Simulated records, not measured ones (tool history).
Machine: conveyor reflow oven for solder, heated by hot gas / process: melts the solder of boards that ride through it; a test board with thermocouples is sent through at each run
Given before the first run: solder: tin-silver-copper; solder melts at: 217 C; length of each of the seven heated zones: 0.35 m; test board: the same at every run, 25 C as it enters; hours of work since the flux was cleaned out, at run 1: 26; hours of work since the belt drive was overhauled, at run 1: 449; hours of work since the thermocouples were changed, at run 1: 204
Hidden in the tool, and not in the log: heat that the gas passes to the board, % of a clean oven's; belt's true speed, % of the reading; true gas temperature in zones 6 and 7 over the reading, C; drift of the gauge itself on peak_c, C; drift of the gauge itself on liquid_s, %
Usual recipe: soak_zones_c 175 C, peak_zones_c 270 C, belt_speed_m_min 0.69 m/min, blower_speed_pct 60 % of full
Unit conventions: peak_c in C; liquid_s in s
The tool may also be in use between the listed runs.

run   hour  soak_zones_c  peak_zones_c  belt_speed_m_min  blower_speed_pct  hours of work since the flux was cleaned out  hours of work since the belt drive was overhauled  hours of work since the thermocouples were changed  peak_c  liquid_s
  1      0           175           270              0.69                60                                            26                                                449                                                 204  246.51      40.5
  2     16           175           270              0.69                60                                            37                                                460                                                 215  246.35     40.13
  3   31.5           175           270              0.69                60                                            48                                                471                                                 226  246.23     40.05
  4   39.2           175           270              0.69                60                                            53                                                476                                                 231  246.07      40.2
  5     47           175           270              0.69                60                                            59                                                481                                                 236  246.21     40.24
  6   58.2           175           270              0.69                60                                            66                                                489                                                 244  246.21     40.04
  7   68.2           175           270              0.69                58                                            73                                                496                                                 251  245.18     39.13
  8   75.3           175           270              0.69                58                                            78                                                501                                                 256  245.16     39.16
  9   89.2           175           270             0.689                58                                            88                                                511                                                 266  245.09     39.08
 10     97           175           270             0.689                58                                            93                                                516                                                 271  245.01     39.29
 11  105.1           175           270             0.689                58                                            99                                                522                                                 277  245.16     38.99
 12  117.4           175           270             0.689                58                                           108                                                530                                                 285  244.91     39.19
 13  128.6           175           270             0.689                58                                           115                                                538                                                 293  245.01     38.98
 14  140.1           175           270             0.689                58                                           123                                                546                                                 301  244.99     38.95
 15  153.7           175           270             0.689                58                                           133                                                556                                                 310  244.87     38.99
 16  168.8           175           270             0.593                51                                           143                                                566                                                 321  247.73     48.25
 17  181.6           175           282             0.593                52                                           152                                                575                                                 330  258.05     55.84
 18  191.6           174           261              0.69                56                                           159                                                582                                                 337  236.34     30.68
 19  208.3           174           261              0.69                56                                           171                                                593                                                 348  236.19     30.66
 20  224.4           174           261              0.69                56                                           182                                                605                                                 360  236.39     30.47
 21  235.8           174           261              0.69                56                                           190                                                613                                                 367  236.31     30.61
 22    245           180           270              0.69                53                                           196                                                619                                                 374  243.39      38.5
 23  254.3           175           276              0.74                60                                           203                                                625                                                 380  246.72     36.97

Run 24 has not been measured yet. What should we expect?
 24  269.3           185           281              0.74                60                                           213                                                636                                                 391       ?         ?

{"run 24": {"peak_c": 253.53, "liquid_s": 44.24}}
Had the tool carried no hidden state, the very same run would have given peak_c 254.31 C, liquid_s 44.7 s.
